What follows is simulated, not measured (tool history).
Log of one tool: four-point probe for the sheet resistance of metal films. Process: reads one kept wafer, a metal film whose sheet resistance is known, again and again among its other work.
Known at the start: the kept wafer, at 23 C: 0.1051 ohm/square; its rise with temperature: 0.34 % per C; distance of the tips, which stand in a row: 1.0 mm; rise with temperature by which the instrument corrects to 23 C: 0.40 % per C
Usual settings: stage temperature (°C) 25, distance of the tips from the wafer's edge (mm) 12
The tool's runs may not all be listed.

| run | hour | stage temperature (°C) | distance of the tips from the wafer's edge (mm) | sheet resistance as the instrument gives it (ohm/square) |
|---|---|---|---|---|
| 1 | 0.0 | 25 | 12 | 0.103995 |
| 2 | 74.4 | 25 | 12 | 0.103995 |
| 3 | 151.5 | 25 | 41 | 0.103574 |
| 4 | 211.8 | 25 | 12 | 0.103964 |
| 5 | 259.5 | 25 | 12 | 0.103953 |
| 6 | 359.1 | 25 | 12 | 0.103925 |
| 7 | 445.8 | 25 | 12 | 0.103847 |
| 8 | 557.8 | 25 | 12 | 0.103889 |
| 9 | 648.0 | 25 | 12 | 0.103772 |
| 10 | 701.7 | 25 | 5 | 0.105625 |
| 11 | 818.5 | 25 | 5 | 0.105524 |
|  | 844.6 | stage's thermometer calibrated |
| 12 | 922.2 | 25 | 5 | 0.105616 |
| 13 | 994.5 | 25 | 5 | 0.105597 |
| 14 | 1062.9 | 25 | 12 | 0.103761 |
| 15 | 1163.8 | 34 | 5 | 0.104907 |
| 16 | 1231.5 | 34 | 5 | 0.104889 |
|  | 1272.2 | stage's thermometer calibrated, once more |
| 17 | 1342.5 | 27 | 15 | 0.103098 |
| 18 | 1457.5 | 23 | 8 | 0.103896 |
|  | 1507.1 | new probe head fitted |
| 19 | 1541.8 | 30 | 17 | 0.104540 |
| 20 | 1646.3 | 25 | 54 | 0.104647 |
| 21 | 1727.1 | 25 | 54 | 0.104629 |
| 22 | 1803.4 | 25 | 54 | 0.104566 |
| 23 | 1899.4 | 29 | 54 | 0.104330 |
| 24 | 1980.8 | 18 | 33 | 0.105060 |
| 25 | 2084.7 | 18 | 33 | 0.105034 |
| 26 | 2197.2 | 23 | 72 | 0.104537 |
| 27 | 2255.2 | 25 | 55 | 0.104432 |

Forecast each of these 3 alternatives for the next run:
| A | 2345.6 | 33 | 39 | ? |
| B | 2345.6 | 32 | 19 | ? |
| C | 2345.6 | 25 | 16 | ? |

| run | sheet resistance as the instrument gives it (ohm/square) |
|---|---|
| A | 0.103910 |
| B | 0.104091 |
| C | 0.104607 |
Without the tool's hidden state the same runs would have given:
| run | sheet resistance as the instrument gives it (ohm/square) |
|---|---|
| A | 0.104476 |
| B | 0.104658 |
| C | 0.105175 |
